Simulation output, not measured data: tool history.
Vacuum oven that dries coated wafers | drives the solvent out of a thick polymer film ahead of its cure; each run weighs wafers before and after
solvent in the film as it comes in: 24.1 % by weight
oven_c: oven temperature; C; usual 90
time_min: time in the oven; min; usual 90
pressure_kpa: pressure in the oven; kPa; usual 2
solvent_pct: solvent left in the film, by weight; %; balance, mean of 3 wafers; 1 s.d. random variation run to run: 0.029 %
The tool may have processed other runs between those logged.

Run 1, day 0.000: usual settings. Result: solvent_pct 2.12 %.
Run 2, day 0.688: usual settings. Result: solvent_pct 2.09 %.
Run 3, day 1.325: usual settings. Result: solvent_pct 2.09 %.
Run 4, day 1.650: usual settings. Result: solvent_pct 2.11 %.
Run 5, day 2.050: usual settings. Result: solvent_pct 2.07 %.
Run 6, day 2.662: usual settings but oven_c 99 C. Result: solvent_pct 0.66 %.
Run 7, day 3.246: usual settings but oven_c 99 C. Result: solvent_pct 0.60 %.
Run 8, day 3.812: usual settings but oven_c 99 C. Result: solvent_pct 0.68 %.
Run 9, day 4.162: usual settings but oven_c 99 C. Result: solvent_pct 0.70 %.

For run 10, what comes out?
Run 10, day 4.458: usual settings but time_min 62 min. Result: solvent_pct ?.

{"run 10": {"solvent_pct": 3.79}}
With the hidden condition absent and the run-to-run variation left alone, this run would have shown solvent_pct 3.82 %.

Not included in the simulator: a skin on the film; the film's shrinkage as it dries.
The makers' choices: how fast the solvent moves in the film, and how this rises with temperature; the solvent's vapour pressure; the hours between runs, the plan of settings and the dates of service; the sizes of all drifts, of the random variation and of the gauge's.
